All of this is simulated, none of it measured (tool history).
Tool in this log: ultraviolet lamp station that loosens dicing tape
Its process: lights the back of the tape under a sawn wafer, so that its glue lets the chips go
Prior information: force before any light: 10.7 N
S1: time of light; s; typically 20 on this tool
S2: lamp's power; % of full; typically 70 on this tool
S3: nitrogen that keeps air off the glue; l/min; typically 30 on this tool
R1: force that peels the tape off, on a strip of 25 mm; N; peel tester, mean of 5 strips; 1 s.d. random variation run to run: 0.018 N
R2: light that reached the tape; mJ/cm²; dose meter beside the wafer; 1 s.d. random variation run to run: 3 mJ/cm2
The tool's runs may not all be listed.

Run 1, hour 0.0: usual settings. Result: R1 1.316 N, R2 357 mJ/cm².
Run 2, hour 8.1: usual settings. Result: R1 1.347 N, R2 363 mJ/cm².
At hour 18.4: window cleaned of glue's vapour.
Run 3, hour 22.1: usual settings. Result: R1 1.144 N, R2 390 mJ/cm².
Run 4, hour 36.7: usual settings. Result: R1 1.199 N, R2 391 mJ/cm².
Run 5, hour 49.7: usual settings. Result: R1 1.165 N, R2 388 mJ/cm².
Run 6, hour 57.8: usual settings but S3 43 l/min. Result: R1 1.023 N, R2 387 mJ/cm².
Run 7, hour 72.3: usual settings but S3 43 l/min. Result: R1 1.043 N, R2 383 mJ/cm².
Run 8, hour 85.1: usual settings but S3 43 l/min. Result: R1 1.034 N, R2 378 mJ/cm².
Run 9, hour 92.3: usual settings. Result: R1 1.223 N, R2 377 mJ/cm².
Run 10, hour 101.9: usual settings but S1 19 s. Result: R1 1.321 N, R2 359 mJ/cm².
Run 11, hour 111.8: usual settings. Result: R1 1.228 N, R2 378 mJ/cm².
Run 12, hour 122.5: usual settings. Result: R1 1.264 N, R2 377 mJ/cm².
Run 13, hour 136.4: usual settings. Result: R1 1.279 N, R2 377 mJ/cm².
Run 14, hour 146.7: usual settings. Result: R1 1.286 N, R2 373 mJ/cm².
Run 15, hour 161.2: usual settings. Result: R1 1.283 N, R2 370 mJ/cm².
Run 16, hour 168.3: usual settings. Result: R1 1.288 N, R2 368 mJ/cm².
Run 17, hour 182.6: usual settings. Result: R1 1.265 N, R2 368 mJ/cm².
Run 18, hour 196.1: usual settings but S1 26 s. Result: R1 0.804 N, R2 471 mJ/cm².
Run 19, hour 209.7: usual settings but S2 91 % of full, S3 42 l/min. Result: R1 0.701 N, R2 469 mJ/cm².
Run 20, hour 217.2: usual settings but S2 91 % of full, S3 40 l/min. Result: R1 0.708 N, R2 465 mJ/cm².
Run 21, hour 230.7: usual settings but S1 21 s, S3 11 l/min. Result: R1 1.959 N, R2 377 mJ/cm².
Run 22, hour 241.9: usual settings but S1 21 s, S2 96 % of full, S3 38 l/min. Result: R1 0.591 N, R2 517 mJ/cm².
Run 23, hour 254.8: usual settings but S2 72 % of full, S3 52 l/min. Result: R1 1.049 N, R2 365 mJ/cm².
Run 24, hour 268.1: usual settings but S1 12 s, S2 100 % of full, S3 23 l/min. Result: R1 2.011 N, R2 310 mJ/cm².
Run 25, hour 282.1: usual settings but S1 12 s, S2 78 % of full. Result: R1 2.689 N, R2 237 mJ/cm².
Run 26, hour 291.5: usual settings but S1 12 s, S2 78 % of full. Result: R1 2.752 N, R2 239 mJ/cm².
Run 27, hour 302.7: usual settings but S1 12 s, S2 78 % of full. Result: R1 2.679 N, R2 232 mJ/cm².
Run 28, hour 310.3: usual settings but S1 12 s, S2 68 % of full, S3 19 l/min. Result: R1 3.621 N, R2 205 mJ/cm².
Run 29, hour 321.9: usual settings but S1 30 s, S2 62 % of full, S3 56 l/min. Result: R1 0.646 N, R2 457 mJ/cm².
Run 30, hour 328.8: usual settings but S2 83 % of full, S3 20 l/min. Result: R1 1.289 N, R2 412 mJ/cm².
Run 31, hour 343.6: usual settings but S1 12 s. Result: R1 3.208 N, R2 207 mJ/cm².

Below are 3 alternative next runs, each starting from the tool's condition after run 31. Predict each:
Run A, hour 356.8: usual settings but S1 15 s, S2 76 % of full, S3 21 l/min. Result: R1 ?, R2 ?.
Run B, hour 356.8: usual settings but S1 12 s, S2 92 % of full, S3 48 l/min. Result: R1 ?, R2 ?.
Run C, hour 356.8: usual settings but S1 18 s, S3 12 l/min. Result: R1 ?, R2 ?.

run     R1   R2
  A  2.395  276
  B  1.882  266
  C  2.621  308
What these runs would have given with no unlogged condition in the tool:
run     R1   R2
  A  1.526  366
  B  1.140  353
  C  1.704  408

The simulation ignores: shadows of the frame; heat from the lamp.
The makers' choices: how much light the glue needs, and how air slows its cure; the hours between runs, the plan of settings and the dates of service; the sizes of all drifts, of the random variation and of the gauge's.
